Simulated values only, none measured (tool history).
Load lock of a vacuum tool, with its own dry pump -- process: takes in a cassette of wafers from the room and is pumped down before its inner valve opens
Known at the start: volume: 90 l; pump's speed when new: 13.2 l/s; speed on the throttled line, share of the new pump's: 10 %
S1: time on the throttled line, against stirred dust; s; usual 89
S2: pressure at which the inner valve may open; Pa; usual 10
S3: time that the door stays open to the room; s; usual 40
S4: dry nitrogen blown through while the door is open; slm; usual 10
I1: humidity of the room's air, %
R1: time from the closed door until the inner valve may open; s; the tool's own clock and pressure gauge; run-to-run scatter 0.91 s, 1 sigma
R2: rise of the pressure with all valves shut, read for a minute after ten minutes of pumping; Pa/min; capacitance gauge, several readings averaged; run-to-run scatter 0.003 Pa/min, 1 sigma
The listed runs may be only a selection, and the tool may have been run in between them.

run 1 hour=0.0 | S1=89 S2=10 S3=40 S4=10 | I1=40.7 | R1=147.7 R2=0.015
run 2 hour=347.3 | S1=89 S2=10 S3=40 S4=10 | I1=47.9 | R1=145.6 R2=0.012
run 3 hour=539.8 | S1=89 S2=10 S3=40 S4=10 | I1=46.0 | R1=145.6 R2=0.018
run 4 hour=777.2 | S1=89 S2=10 S3=51 S4=10 | I1=47.8 | R1=146.4 R2=0.024
run 5 hour=1092.3 | S1=89 S2=10 S3=51 S4=10 | I1=44.7 | R1=147.1 R2=0.025
run 6 hour=1339.9 | S1=89 S2=10 S3=51 S4=10 | I1=46.8 | R1=145.8 R2=0.027
run 7 hour=1678.8 | S1=89 S2=10 S3=33 S4=10 | I1=44.4 | R1=147.4 R2=0.019
run 8 hour=1846.9 | S1=89 S2=10 S3=33 S4=10 | I1=45.2 | R1=146.4 R2=0.025
run 9 hour=2196.8 | S1=89 S2=10 S3=33 S4=10 | I1=45.5 | R1=148.0 R2=0.023
run 10 hour=2370.3 | S1=89 S2=10 S3=33 S4=10 | I1=44.6 | R1=147.6 R2=0.030
run 11 hour=2525.6 | S1=89 S2=10 S3=33 S4=10 | I1=43.6 | R1=147.7 R2=0.033
run 12 hour=2804.7 | S1=89 S2=10 S3=26 S4=10 | I1=47.7 | R1=147.9 R2=0.024
run 13 hour=2953.7 | S1=89 S2=10 S3=26 S4=10 | I1=47.1 | R1=146.6 R2=0.037
run 14 hour=3188.0 | S1=89 S2=10 S3=26 S4=16 | I1=48.2 | R1=147.4 R2=0.031
run 15 hour=3426.9 | S1=89 S2=10 S3=26 S4=16 | I1=48.9 | R1=147.4 R2=0.034
run 16 hour=3655.7 | S1=89 S2=10 S3=123 S4=10 | I1=46.5 | R1=148.0 R2=0.066
run 17 hour=3868.9 | S1=89 S2=10 S3=123 S4=10 | I1=43.6 | R1=149.4 R2=0.061
run 18 hour=4033.2 | S1=89 S2=10 S3=123 S4=10 | I1=41.3 | R1=149.0 R2=0.067
run 19 hour=4314.3 | S1=89 S2=10 S3=123 S4=10 | I1=46.8 | R1=147.4 R2=0.077
run 20 hour=4594.8 | S1=96 S2=15 S3=61 S4=8 | I1=44.5 | R1=150.8 R2=0.067
run 21 hour=4823.4 | S1=46 S2=15 S3=75 S4=8 | I1=44.5 | R1=107.7 R2=0.073
run 22 hour=5006.7 | S1=114 S2=11 S3=60 S4=4 | I1=48.5 | R1=169.7 R2=0.076
run 23 hour=5164.1 | S1=89 S2=10 S3=45 S4=10 | I1=45.9 | R1=149.4 R2=0.059
run 24 hour=5476.1 | S1=89 S2=10 S3=45 S4=10 | I1=44.1 | R1=150.0 R2=0.067
run 25 hour=5763.9 | S1=68 S2=10 S3=26 S4=14 | I1=42.4 | R1=130.9 R2=0.065
run 26 hour=6067.3 | S1=68 S2=10 S3=26 S4=14 | I1=44.0 | R1=131.6 R2=0.068
run 27 hour=6390.3 | S1=63 S2=10 S3=26 S4=11 | I1=45.4 | R1=126.5 R2=0.076
run 28 hour=6541.8 | S1=63 S2=10 S3=26 S4=11 | I1=49.3 | R1=127.3 R2=0.079
run 29 hour=6719.9 | S1=46 S2=13 S3=26 S4=11 | I1=43.0 | R1=109.4 R2=0.075
run 30 hour=7044.8 | S1=46 S2=11 S3=26 S4=11 | I1=41.9 | R1=113.0 R2=0.081
run 31 hour=7327.7 | S1=46 S2=11 S3=26 S4=11 | I1=49.1 | R1=113.4 R2=0.093
run 32 hour=7680.0 | S1=89 S2=14 S3=32 S4=10 | I1=42.5 | R1=147.7 R2=0.092
run 33 hour=7846.4 | S1=89 S2=14 S3=32 S4=10 | I1=43.4 | R1=148.1 R2=0.095
run 34 hour=8014.0 | S1=95 S2=12 S3=199 S4=30 | I1=47.2 | R1=153.9 R2=0.117
run 35 hour=8275.7 | S1=89 S2=9 S3=70 S4=10 | I1=44.7 | R1=151.8 R2=0.116
run 36 hour=8455.0 | S1=87 S2=10 S3=176 S4=13 | I1=42.2 | R1=148.9 R2=0.135
run 37 hour=8602.4 | S1=44 S2=9 S3=176 S4=13 | I1=43.3 | R1=111.3 R2=0.137

Below are 4 alternative next runs, each starting from the tool's condition after run 37. Predict each:
run A hour=8867.5 | S1=44 S2=14 S3=64 S4=39 | I1=47.5 | R1=? R2=?
run B hour=8867.5 | S1=44 S2=9 S3=240 S4=7 | I1=41.9 | R1=? R2=?
run C hour=8867.5 | S1=89 S2=8 S3=40 S4=10 | I1=42.0 | R1=? R2=?
run D hour=8867.5 | S1=44 S2=15 S3=72 S4=34 | I1=48.7 | R1=? R2=?

run=A R1=109.4 R2=0.112
run=B R1=112.7 R2=0.172
run=C R1=153.3 R2=0.118
run=D R1=108.0 R2=0.117
Take away the tool's hidden state, keep each run's random variation, and the runs would have read:
run=A R1=100.7 R2=0.007
run=B R1=103.5 R2=0.070
run=C R1=144.6 R2=0.013
run=D R1=99.4 R2=0.013
